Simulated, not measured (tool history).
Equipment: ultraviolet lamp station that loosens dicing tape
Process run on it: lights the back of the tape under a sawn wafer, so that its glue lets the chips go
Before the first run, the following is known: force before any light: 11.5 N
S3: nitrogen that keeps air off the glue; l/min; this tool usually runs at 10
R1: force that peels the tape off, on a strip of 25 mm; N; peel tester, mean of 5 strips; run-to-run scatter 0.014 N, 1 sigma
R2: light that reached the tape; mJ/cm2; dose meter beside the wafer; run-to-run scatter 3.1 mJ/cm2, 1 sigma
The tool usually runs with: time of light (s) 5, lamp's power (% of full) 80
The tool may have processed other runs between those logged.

run 1 hour=0 | time_of_light_(s)=5 lamp's_power_(%_of_full)=80 S3=10 | R1=0.664 R2=480
run 2 hour=9.1 | time_of_light_(s)=5 lamp's_power_(%_of_full)=80 S3=10 | R1=0.675 R2=477
run 3 hour=17.7 | time_of_light_(s)=5 lamp's_power_(%_of_full)=67 S3=10 | R1=1.009 R2=398
run 4 hour=25.8 | time_of_light_(s)=5 lamp's_power_(%_of_full)=97 S3=10 | R1=0.417 R2=582
run 5 hour=32.3 | time_of_light_(s)=5 lamp's_power_(%_of_full)=97 S3=10 | R1=0.417 R2=583
run 6 hour=41 | time_of_light_(s)=5 lamp's_power_(%_of_full)=80 S3=10 | R1=0.68 R2=475
run 7 hour=50.5 | time_of_light_(s)=5 lamp's_power_(%_of_full)=80 S3=10 | R1=0.67 R2=485
run 8 hour=59.5 | time_of_light_(s)=5 lamp's_power_(%_of_full)=80 S3=10 | R1=0.661 R2=480
run 9 hour=68.4 | time_of_light_(s)=5 lamp's_power_(%_of_full)=80 S3=3 | R1=1.367 R2=479
run 10 hour=73.7 | time_of_light_(s)=5 lamp's_power_(%_of_full)=80 S3=3 | R1=1.347 R2=478
run 11 hour=77.7 | time_of_light_(s)=5 lamp's_power_(%_of_full)=80 S3=3 | R1=1.38 R2=476
run 12 hour=83.6 | time_of_light_(s)=5 lamp's_power_(%_of_full)=80 S3=3 | R1=1.419 R2=480
run 13 hour=90.5 | time_of_light_(s)=5 lamp's_power_(%_of_full)=73 S3=10 | R1=0.847 R2=434
run 14 hour=96.3 | time_of_light_(s)=5 lamp's_power_(%_of_full)=73 S3=10 | R1=0.844 R2=435
run 15 hour=104.5 | time_of_light_(s)=5 lamp's_power_(%_of_full)=73 S3=10 | R1=0.863 R2=440
run 16 hour=112.6 | time_of_light_(s)=5 lamp's_power_(%_of_full)=80 S3=4 | R1=1.158 R2=477
run 17 hour=117.4 | time_of_light_(s)=5 lamp's_power_(%_of_full)=80 S3=10 | R1=0.695 R2=484
run 18 hour=125.3 | time_of_light_(s)=5 lamp's_power_(%_of_full)=80 S3=3 | R1=1.378 R2=476
run 19 hour=129.9 | time_of_light_(s)=5 lamp's_power_(%_of_full)=80 S3=10 | R1=0.686 R2=474
run 20 hour=135.2 | time_of_light_(s)=5 lamp's_power_(%_of_full)=80 S3=10 | R1=0.668 R2=477
run 21 hour=139.5 | time_of_light_(s)=5 lamp's_power_(%_of_full)=80 S3=10 | R1=0.673 R2=477
run 22 hour=144.6 | time_of_light_(s)=5 lamp's_power_(%_of_full)=66 S3=10 | R1=1.037 R2=395
run 23 hour=152.6 | time_of_light_(s)=2 lamp's_power_(%_of_full)=60 S3=4 | R1=5.521 R2=145
run 24 hour=157.1 | time_of_light_(s)=5 lamp's_power_(%_of_full)=64 S3=10 | R1=1.114 R2=379
run 25 hour=164.3 | time_of_light_(s)=5 lamp's_power_(%_of_full)=64 S3=10 | R1=1.104 R2=382
run 26 hour=170 | time_of_light_(s)=4 lamp's_power_(%_of_full)=80 S3=7 | R1=1.268 R2=384
run 27 hour=174.5 | time_of_light_(s)=4 lamp's_power_(%_of_full)=78 S3=10 | R1=1.182 R2=376
run 28 hour=183.4 | time_of_light_(s)=7 lamp's_power_(%_of_full)=94 S3=11 | R1=0.207 R2=791
run 29 hour=190.9 | time_of_light_(s)=7 lamp's_power_(%_of_full)=94 S3=11 | R1=0.221 R2=782

The next listed run, before its measurement:
run 30 hour=197 | time_of_light_(s)=5 lamp's_power_(%_of_full)=68 S3=11 | R1=? R2=?

R1: 0.907 N
R2: 404 mJ/cm2
With the hidden condition absent and the run-to-run variation left alone, this run would have shown R1 0.905 N, R2 404 mJ/cm2.
